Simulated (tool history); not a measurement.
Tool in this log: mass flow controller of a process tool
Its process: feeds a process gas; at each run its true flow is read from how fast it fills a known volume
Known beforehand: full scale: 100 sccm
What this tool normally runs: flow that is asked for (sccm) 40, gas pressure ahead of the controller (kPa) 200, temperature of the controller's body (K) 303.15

| run | hour | flow that is asked for (sccm) | gas pressure ahead of the controller (kPa) | temperature of the controller's body (K) | true flow (%) |
|---|---|---|---|---|---|
| 1 | 0.0 | 40 | 200 | 303.15 | 98.35 |
| 2 | 118.2 | 40 | 200 | 303.15 | 98.08 |
| 3 | 298.2 | 40 | 200 | 303.15 | 98.18 |
| 4 | 511.0 | 40 | 200 | 303.15 | 98.21 |
| 5 | 680.3 | 40 | 200 | 303.15 | 98.15 |
| 6 | 866.2 | 40 | 200 | 303.15 | 98.08 |
| 7 | 1031.6 | 15 | 200 | 303.15 | 95.51 |
| 8 | 1150.8 | 15 | 200 | 303.15 | 95.47 |
| 9 | 1272.0 | 18 | 200 | 303.15 | 96.10 |
|  | 1294.9 | controller's zero set anew |
| 10 | 1484.4 | 18 | 200 | 310.15 | 94.15 |
| 11 | 1715.0 | 18 | 200 | 310.15 | 94.11 |
| 12 | 1842.5 | 18 | 200 | 310.15 | 94.03 |
| 13 | 1953.2 | 40 | 200 | 303.15 | 97.01 |
| 14 | 2165.7 | 40 | 200 | 303.15 | 96.97 |
| 15 | 2355.0 | 78 | 200 | 309.15 | 98.48 |
| 16 | 2618.1 | 79 | 200 | 295.15 | 98.14 |
| 17 | 2875.4 | 79 | 175 | 293.15 | 98.31 |
|  | 2940.1 | controller's zero set anew, once more |
| 18 | 3135.2 | 79 | 175 | 308.15 | 99.76 |
| 19 | 3395.4 | 54 | 247 | 298.15 | 99.18 |
| 20 | 3545.5 | 14 | 165 | 305.15 | 98.92 |
| 21 | 3776.5 | 70 | 194 | 294.15 | 99.27 |

Run 22 comes next. What will it give?
| 22 | 3988.8 | 35 | 194 | 302.15 | ? |

Run 22 yielded true flow (%) 99.15.
With the hidden condition absent and the run-to-run variation left alone, this run would have shown true flow (%) 99.74.

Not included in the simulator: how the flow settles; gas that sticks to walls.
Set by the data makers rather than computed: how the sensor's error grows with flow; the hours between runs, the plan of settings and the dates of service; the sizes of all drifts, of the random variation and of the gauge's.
